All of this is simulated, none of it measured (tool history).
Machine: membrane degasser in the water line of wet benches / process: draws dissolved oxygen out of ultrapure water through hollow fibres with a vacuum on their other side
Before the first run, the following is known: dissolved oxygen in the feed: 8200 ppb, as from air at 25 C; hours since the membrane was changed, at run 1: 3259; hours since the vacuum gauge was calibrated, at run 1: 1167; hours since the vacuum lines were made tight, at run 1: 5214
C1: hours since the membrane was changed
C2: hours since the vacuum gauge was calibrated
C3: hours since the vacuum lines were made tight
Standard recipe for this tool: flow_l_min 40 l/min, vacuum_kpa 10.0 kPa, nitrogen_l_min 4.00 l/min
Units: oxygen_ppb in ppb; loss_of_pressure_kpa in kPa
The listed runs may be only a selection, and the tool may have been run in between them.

Run 1, hour 0.0: usual settings; C1 3259; C2 1167; C3 5214. Result: oxygen_ppb 177.9 ppb, loss_of_pressure_kpa 59.50 kPa.
Run 2, hour 89.8: usual settings but nitrogen_l_min 2.98 l/min; C1 3348; C2 1257; C3 5304. Result: oxygen_ppb 225.5 ppb, loss_of_pressure_kpa 59.82 kPa.
Run 3, hour 165.1: usual settings but nitrogen_l_min 2.98 l/min; C1 3424; C2 1332; C3 5379. Result: oxygen_ppb 226.1 ppb, loss_of_pressure_kpa 59.72 kPa.
Run 4, hour 226.2: usual settings but flow_l_min 41 l/min; C1 3485; C2 1394; C3 5440. Result: oxygen_ppb 183.0 ppb, loss_of_pressure_kpa 61.14 kPa.
Run 5, hour 295.7: usual settings; C1 3554; C2 1463; C3 5510. Result: oxygen_ppb 177.9 ppb, loss_of_pressure_kpa 59.78 kPa.
Run 6, hour 347.6: usual settings; C1 3606; C2 1515; C3 5562. Result: oxygen_ppb 176.8 ppb, loss_of_pressure_kpa 59.66 kPa.
Run 7, hour 403.8: usual settings; C1 3662; C2 1571; C3 5618. Result: oxygen_ppb 178.8 ppb, loss_of_pressure_kpa 59.94 kPa.
Run 8, hour 459.9: usual settings but vacuum_kpa 6.9 kPa; C1 3718; C2 1627; C3 5674. Result: oxygen_ppb 106.6 ppb, loss_of_pressure_kpa 59.66 kPa.
Run 9, hour 513.5: usual settings but flow_l_min 31 l/min; C1 3772; C2 1681; C3 5728. Result: oxygen_ppb 130.6 ppb, loss_of_pressure_kpa 46.32 kPa.
Run 10, hour 553.9: usual settings but flow_l_min 54 l/min; C1 3812; C2 1721; C3 5768. Result: oxygen_ppb 263.3 ppb, loss_of_pressure_kpa 80.35 kPa.
Run 11, hour 599.5: usual settings but nitrogen_l_min 3.63 l/min; C1 3858; C2 1767; C3 5814. Result: oxygen_ppb 193.9 ppb, loss_of_pressure_kpa 59.43 kPa.
Run 12, hour 658.8: usual settings but nitrogen_l_min 3.63 l/min; C1 3917; C2 1826; C3 5873. Result: oxygen_ppb 192.0 ppb, loss_of_pressure_kpa 60.15 kPa.
Run 13, hour 725.1: usual settings but nitrogen_l_min 3.63 l/min; C1 3984; C2 1892; C3 5939. Result: oxygen_ppb 189.7 ppb, loss_of_pressure_kpa 60.05 kPa.
Run 14, hour 813.7: usual settings but flow_l_min 63 l/min, vacuum_kpa 14.7 kPa; C1 4072; C2 1981; C3 6028. Result: oxygen_ppb 479.1 ppb, loss_of_pressure_kpa 94.49 kPa.
Run 15, hour 866.2: usual settings but flow_l_min 63 l/min, vacuum_kpa 14.7 kPa; C1 4125; C2 2034; C3 6080. Result: oxygen_ppb 481.4 ppb, loss_of_pressure_kpa 94.60 kPa.
Run 16, hour 910.2: usual settings but flow_l_min 63 l/min, vacuum_kpa 14.7 kPa, nitrogen_l_min 2.90 l/min; C1 4169; C2 2078; C3 6125. Result: oxygen_ppb 609.4 ppb, loss_of_pressure_kpa 94.42 kPa.
Run 17, hour 959.3: usual settings but flow_l_min 25 l/min, vacuum_kpa 14.7 kPa, nitrogen_l_min 9.08 l/min; C1 4218; C2 2127; C3 6174. Result: oxygen_ppb 81.2 ppb, loss_of_pressure_kpa 37.89 kPa.
Run 18, hour 1040.4: usual settings but flow_l_min 25 l/min, vacuum_kpa 14.7 kPa, nitrogen_l_min 9.08 l/min; C1 4299; C2 2208; C3 6255. Result: oxygen_ppb 79.7 ppb, loss_of_pressure_kpa 37.31 kPa.
Run 19, hour 1128.4: usual settings but flow_l_min 34 l/min, vacuum_kpa 14.7 kPa, nitrogen_l_min 9.08 l/min; C1 4387; C2 2296; C3 6343. Result: oxygen_ppb 114.5 ppb, loss_of_pressure_kpa 51.13 kPa.
Run 20, hour 1215.1: usual settings but flow_l_min 45 l/min, vacuum_kpa 10.8 kPa, nitrogen_l_min 11.73 l/min; C1 4474; C2 2382; C3 6429. Result: oxygen_ppb 101.5 ppb, loss_of_pressure_kpa 66.88 kPa.
Run 21, hour 1304.9: usual settings but flow_l_min 32 l/min, vacuum_kpa 10.8 kPa, nitrogen_l_min 5.48 l/min; C1 4563; C2 2472; C3 6519. Result: oxygen_ppb 113.9 ppb, loss_of_pressure_kpa 48.14 kPa.
Run 22, hour 1383.1: usual settings but flow_l_min 32 l/min, vacuum_kpa 10.8 kPa, nitrogen_l_min 5.48 l/min; C1 4642; C2 2550; C3 6597. Result: oxygen_ppb 115.1 ppb, loss_of_pressure_kpa 47.84 kPa.
Run 23, hour 1448.0: usual settings but flow_l_min 32 l/min, vacuum_kpa 10.8 kPa, nitrogen_l_min 5.48 l/min; C1 4707; C2 2615; C3 6662. Result: oxygen_ppb 114.9 ppb, loss_of_pressure_kpa 47.89 kPa.
Run 24, hour 1532.7: usual settings but flow_l_min 32 l/min, vacuum_kpa 10.8 kPa, nitrogen_l_min 5.48 l/min; C1 4791; C2 2700; C3 6747. Result: oxygen_ppb 114.9 ppb, loss_of_pressure_kpa 48.00 kPa.
Run 25, hour 1579.9: usual settings but flow_l_min 32 l/min, vacuum_kpa 10.8 kPa, nitrogen_l_min 5.48 l/min; C1 4838; C2 2747; C3 6794. Result: oxygen_ppb 115.8 ppb, loss_of_pressure_kpa 47.90 kPa.

Some steps in oxygen_ppb between neighbouring runs. How much of each would the tool show without its hidden state too (settings, what came in, random variation), and how much is left for the hidden state, with any gauge scatter that isn't in both results?
Unlogged tool condition in this case: membrane still open, %; true pressure behind the membrane over the reading, kPa; air that leaks in behind the membrane, l/min; drift of the gauge itself on oxygen_ppb, %; drift of the gauge itself on loss_of_pressure_kpa, %.
Run 13 -> 14: flow_l_min 40 -> 63, vacuum_kpa 10.0 -> 14.7, nitrogen_l_min 3.63 -> 4.00. oxygen_ppb +289.4 ppb: hidden state +5.6, all else +283.8.
Run 16 -> 17: flow_l_min 63 -> 25, nitrogen_l_min 2.90 -> 9.08. oxygen_ppb -528.2 ppb: hidden state -8.6, all else -519.6.

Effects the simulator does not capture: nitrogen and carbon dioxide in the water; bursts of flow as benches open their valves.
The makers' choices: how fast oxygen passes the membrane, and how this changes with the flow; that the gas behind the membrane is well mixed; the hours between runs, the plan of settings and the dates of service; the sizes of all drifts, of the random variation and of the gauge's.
